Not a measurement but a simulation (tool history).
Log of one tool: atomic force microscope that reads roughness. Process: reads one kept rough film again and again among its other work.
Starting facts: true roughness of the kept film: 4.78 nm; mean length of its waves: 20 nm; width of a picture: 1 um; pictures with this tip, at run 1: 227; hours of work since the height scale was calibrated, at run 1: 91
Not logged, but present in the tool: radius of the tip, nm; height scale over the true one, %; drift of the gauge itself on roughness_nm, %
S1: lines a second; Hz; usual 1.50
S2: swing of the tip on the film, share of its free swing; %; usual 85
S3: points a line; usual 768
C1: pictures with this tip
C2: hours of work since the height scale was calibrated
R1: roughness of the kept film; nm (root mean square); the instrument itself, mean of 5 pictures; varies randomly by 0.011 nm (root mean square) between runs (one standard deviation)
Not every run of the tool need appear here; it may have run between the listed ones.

run 1 hour=0.0 | S1=1.50 S2=85 S3=768 | C1=227 C2=91 | R1=1.851
run 2 hour=7.5 | S1=1.50 S2=85 S3=768 | C1=247 C2=97 | R1=1.820
run 3 hour=21.5 | S1=1.50 S2=65 S3=768 | C1=284 C2=108 | R1=1.974
-- hour=22.7 new tip fitted
run 4 hour=34.6 | S1=1.50 S2=65 S3=768 | C1=31 C2=118 | R1=2.869
run 5 hour=42.4 | S1=1.50 S2=65 S3=768 | C1=51 C2=124 | R1=2.788
run 6 hour=57.6 | S1=1.50 S2=65 S3=768 | C1=91 C2=136 | R1=2.599
run 7 hour=67.3 | S1=1.50 S2=65 S3=768 | C1=117 C2=144 | R1=2.489
run 8 hour=78.2 | S1=1.50 S2=85 S3=768 | C1=145 C2=153 | R1=2.147
run 9 hour=93.1 | S1=1.50 S2=73 S3=756 | C1=184 C2=164 | R1=2.198
run 10 hour=101.4 | S1=0.69 S2=85 S3=569 | C1=206 C2=171 | R1=2.180
run 11 hour=108.0 | S1=2.90 S2=73 S3=929 | C1=223 C2=176 | R1=1.913
run 12 hour=114.9 | S1=0.99 S2=60 S3=1002 | C1=242 C2=182 | R1=2.224
run 13 hour=129.1 | S1=0.99 S2=60 S3=1002 | C1=279 C2=193 | R1=2.109

What does the tool deliver on the next run?
-- hour=133.0 new tip fitted
run 14 hour=142.0 | S1=0.99 S2=79 S3=1002 | C1=23 C2=203 | R1=?

Logged for run 14: R1 2.792 nm (root mean square).
With the hidden condition absent and the run-to-run variation left alone, this run would have shown R1 2.930 nm (root mean square).

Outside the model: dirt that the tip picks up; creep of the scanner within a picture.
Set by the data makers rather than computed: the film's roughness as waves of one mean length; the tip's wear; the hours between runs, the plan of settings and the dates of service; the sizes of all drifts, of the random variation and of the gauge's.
